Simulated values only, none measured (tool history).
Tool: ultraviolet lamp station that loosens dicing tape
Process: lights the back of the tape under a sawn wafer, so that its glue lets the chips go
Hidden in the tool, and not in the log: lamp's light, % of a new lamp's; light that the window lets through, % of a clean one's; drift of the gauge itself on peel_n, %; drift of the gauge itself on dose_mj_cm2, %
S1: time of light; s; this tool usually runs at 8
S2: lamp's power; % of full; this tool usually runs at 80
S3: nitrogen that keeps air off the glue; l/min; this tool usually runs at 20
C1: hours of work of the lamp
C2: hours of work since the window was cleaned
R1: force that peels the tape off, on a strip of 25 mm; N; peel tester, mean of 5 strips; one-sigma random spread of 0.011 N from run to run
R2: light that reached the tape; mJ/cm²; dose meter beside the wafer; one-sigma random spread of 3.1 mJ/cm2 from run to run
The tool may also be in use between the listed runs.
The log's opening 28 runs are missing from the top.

run   hour  S1  S2  S3   C1   C2     R1   R2
 29  573.7   6  80   9  311  120  1.209  353
 30  597.3   6  80   9  324  133  1.242  355
 31  615.7  16  84  20  334  143  0.169  992
 32  643.1  16  84  20  348  158  0.176  992
 33  659.2  13  84  20  357  166  0.213  817
 34  676.8  12  85  20  366  176  0.216  753
 35    700   8  80  11  379  188  0.683  472
 36  719.7   8  80  11  389  199  0.694  479
 37  742.7   8  80  11  402  211  0.651  470
 38  764.1   8  80  11  413  223  0.674  476
 39  784.1   4  65  32  424  234  1.502  193
 40  811.5  10  67  11  439  248  0.617  495
     818.3  -- window cleaned of glue's vapour
 41  832.9   8  80  15  450    8  0.545  479
 42  856.5   5  75  15  463   21  1.272  278
 43  880.2   8  80  37  475   33  0.332  476
 44  902.7   8  80  37  488   45  0.348  469

3 options for the next run, each taken on its own from the tool as it stands now. Forecast them:
  A  930.5   8  86  37  503  60   ?   ?
  B  930.5  12  80  37  503  60   ?   ?
  C  930.5   4  80  20  503  60   ?   ?

run     R1   R2
  A  0.293  506
  B  0.193  709
  C  1.404  239
What these runs would have given with no unlogged condition in the tool:
run     R1   R2
  A  0.291  508
  B  0.192  712
  C  1.399  240

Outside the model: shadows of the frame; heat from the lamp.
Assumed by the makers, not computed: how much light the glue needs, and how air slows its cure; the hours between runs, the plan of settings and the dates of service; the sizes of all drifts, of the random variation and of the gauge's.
